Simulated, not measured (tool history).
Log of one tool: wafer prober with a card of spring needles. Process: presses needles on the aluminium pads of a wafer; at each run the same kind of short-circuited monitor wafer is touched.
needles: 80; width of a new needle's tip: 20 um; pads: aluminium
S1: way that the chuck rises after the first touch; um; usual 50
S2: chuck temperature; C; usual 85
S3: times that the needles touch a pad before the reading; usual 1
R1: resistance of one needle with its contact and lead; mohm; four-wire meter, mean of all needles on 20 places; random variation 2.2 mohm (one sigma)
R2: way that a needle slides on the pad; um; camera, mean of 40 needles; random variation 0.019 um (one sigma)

| run | hour | S1 | S2 | S3 | R1 | R2 |
|---|---|---|---|---|---|---|
| 1 | 0.0 | 50 | 85 | 1 | 344 | 6.38 |
|  | 5.5 | tips cleaned on abrasive film |
| 2 | 15.8 | 50 | 85 | 1 | 343 | 6.40 |
|  | 22.9 | tips cleaned on abrasive film |
| 3 | 36.4 | 50 | 85 | 1 | 357 | 6.39 |
|  | 38.6 | tips cleaned on abrasive film |
|  | 55.7 | tips cleaned on abrasive film |
| 4 | 55.8 | 50 | 85 | 1 | 264 | 6.39 |
| 5 | 65.8 | 59 | 85 | 1 | 312 | 7.53 |
|  | 72.1 | tips cleaned on abrasive film |
| 6 | 83.3 | 59 | 85 | 1 | 323 | 7.53 |
|  | 89.7 | tips cleaned on abrasive film |
|  | 106.0 | tips cleaned on abrasive film |
| 7 | 106.0 | 59 | 85 | 1 | 251 | 7.54 |
| 8 | 120.3 | 34 | 30 | 1 | 486 | 4.30 |
|  | 121.8 | tips cleaned on abrasive film |
|  | 139.5 | tips cleaned on abrasive film |
| 9 | 141.2 | 33 | 60 | 1 | 336 | 4.16 |
|  | 156.9 | tips cleaned on abrasive film |
| 10 | 160.3 | 45 | 61 | 3 | 276 | 5.68 |
|  | 174.5 | tips cleaned on abrasive film |
| 11 | 183.3 | 45 | 60 | 1 | 364 | 5.66 |
|  | 191.7 | tips cleaned on abrasive film |
| 12 | 206.5 | 50 | 54 | 1 | 352 | 6.34 |
|  | 208.0 | tips cleaned on abrasive film |
| 13 | 220.3 | 50 | 54 | 1 | 349 | 6.29 |

The same runs without the tool's hidden state, with the same run-to-run variation:
The hidden state here: debris on the tips, nm; way that the needles fall short of the set height, um; tips' diameter, um; drift of the gauge itself on contact_mohm, %; drift of the gauge itself on scrub_um, %.
| run | R1 | R2 |
|---|---|---|
| 1 | 249 | 6.42 |
| 2 | 249 | 6.45 |
| 3 | 252 | 6.44 |
| 4 | 254 | 6.45 |
| 5 | 240 | 7.60 |
| 6 | 249 | 7.60 |
| 7 | 247 | 7.63 |
| 8 | 244 | 4.39 |
| 9 | 251 | 4.26 |
| 10 | 247 | 5.79 |
| 11 | 244 | 5.78 |
| 12 | 238 | 6.47 |
| 13 | 240 | 6.43 |
